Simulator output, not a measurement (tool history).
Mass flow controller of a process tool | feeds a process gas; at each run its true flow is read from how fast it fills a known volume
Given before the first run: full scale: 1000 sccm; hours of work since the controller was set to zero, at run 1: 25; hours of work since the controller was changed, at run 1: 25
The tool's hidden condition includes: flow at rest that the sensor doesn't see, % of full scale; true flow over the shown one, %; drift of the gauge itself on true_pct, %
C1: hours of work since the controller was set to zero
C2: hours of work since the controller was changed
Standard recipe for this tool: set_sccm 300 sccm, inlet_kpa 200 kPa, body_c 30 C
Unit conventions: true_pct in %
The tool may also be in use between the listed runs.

{"run": 1, "hour": 0.0, "set_sccm": 300, "inlet_kpa": 200, "body_c": 30, "C1": 25, "C2": 25, "true_pct": 98.42}
{"run": 2, "hour": 102.6, "set_sccm": 300, "inlet_kpa": 200, "body_c": 30, "C1": 72, "C2": 72, "true_pct": 98.37}
{"run": 3, "hour": 220.6, "set_sccm": 300, "inlet_kpa": 200, "body_c": 30, "C1": 127, "C2": 127, "true_pct": 98.37}
{"run": 4, "hour": 304.0, "set_sccm": 276, "inlet_kpa": 200, "body_c": 30, "C1": 165, "C2": 165, "true_pct": 98.32}
{"run": 5, "hour": 422.7, "set_sccm": 300, "inlet_kpa": 246, "body_c": 30, "C1": 220, "C2": 220, "true_pct": 98.72}
{"run": 6, "hour": 541.1, "set_sccm": 300, "inlet_kpa": 246, "body_c": 30, "C1": 274, "C2": 274, "true_pct": 98.57}
{"run": 7, "hour": 641.6, "set_sccm": 300, "inlet_kpa": 200, "body_c": 30, "C1": 321, "C2": 321, "true_pct": 98.34}
{"run": 8, "hour": 749.9, "set_sccm": 300, "inlet_kpa": 200, "body_c": 30, "C1": 371, "C2": 371, "true_pct": 98.47}
{"run": 9, "hour": 844.6, "set_sccm": 300, "inlet_kpa": 200, "body_c": 30, "C1": 414, "C2": 414, "true_pct": 98.44}
{"run": 10, "hour": 954.3, "set_sccm": 300, "inlet_kpa": 200, "body_c": 30, "C1": 465, "C2": 465, "true_pct": 98.36}
{"run": 11, "hour": 1018.7, "set_sccm": 679, "inlet_kpa": 200, "body_c": 30, "C1": 495, "C2": 495, "true_pct": 99.34}
{"run": 12, "hour": 1132.2, "set_sccm": 679, "inlet_kpa": 200, "body_c": 32, "C1": 547, "C2": 547, "true_pct": 99.58}
{"run": 13, "hour": 1220.5, "set_sccm": 679, "inlet_kpa": 200, "body_c": 32, "C1": 588, "C2": 588, "true_pct": 99.51}
{"run": 14, "hour": 1325.9, "set_sccm": 952, "inlet_kpa": 154, "body_c": 32, "C1": 636, "C2": 636, "true_pct": 100.05}
{"run": 15, "hour": 1457.6, "set_sccm": 952, "inlet_kpa": 154, "body_c": 32, "C1": 697, "C2": 697, "true_pct": 100.02}
{"run": 16, "hour": 1583.5, "set_sccm": 165, "inlet_kpa": 219, "body_c": 36, "C1": 755, "C2": 755, "true_pct": 98.69}
{"run": 17, "hour": 1676.6, "set_sccm": 165, "inlet_kpa": 219, "body_c": 23, "C1": 798, "C2": 798, "true_pct": 97.71}
{"run": 18, "hour": 1740.7, "set_sccm": 300, "inlet_kpa": 200, "body_c": 38, "C1": 828, "C2": 828, "true_pct": 98.92}
{"run": 19, "hour": 1836.3, "set_sccm": 300, "inlet_kpa": 200, "body_c": 38, "C1": 872, "C2": 872, "true_pct": 98.94}
{"run": 20, "hour": 1932.2, "set_sccm": 349, "inlet_kpa": 191, "body_c": 38, "C1": 916, "C2": 916, "true_pct": 98.91}
{"run": 21, "hour": 2038.4, "set_sccm": 142, "inlet_kpa": 191, "body_c": 38, "C1": 965, "C2": 965, "true_pct": 98.66}
{"run": 22, "hour": 2097.1, "set_sccm": 230, "inlet_kpa": 177, "body_c": 32, "C1": 992, "C2": 992, "true_pct": 98.19}
{"run": 23, "hour": 2228.9, "set_sccm": 230, "inlet_kpa": 177, "body_c": 32, "C1": 1053, "C2": 1053, "true_pct": 98.19}

Consider 3 possible next runs. They are alternatives, not a sequence: every one starts from the tool as it was left by run 23. What does each give?
{"run": "A", "hour": 2314.6, "set_sccm": 230, "inlet_kpa": 251, "body_c": 28, "C1": 1092, "C2": 1092, "true_pct": "?"}
{"run": "B", "hour": 2314.6, "set_sccm": 230, "inlet_kpa": 182, "body_c": 32, "C1": 1092, "C2": 1092, "true_pct": "?"}
{"run": "C", "hour": 2314.6, "set_sccm": 300, "inlet_kpa": 200, "body_c": 25, "C1": 1092, "C2": 1092, "true_pct": "?"}

run=A true_pct=98.41
run=B true_pct=98.26
run=C true_pct=98.02
With no hidden state in the tool, these same runs would have given:
run=A true_pct=98.28
run=B true_pct=98.13
run=C true_pct=97.96
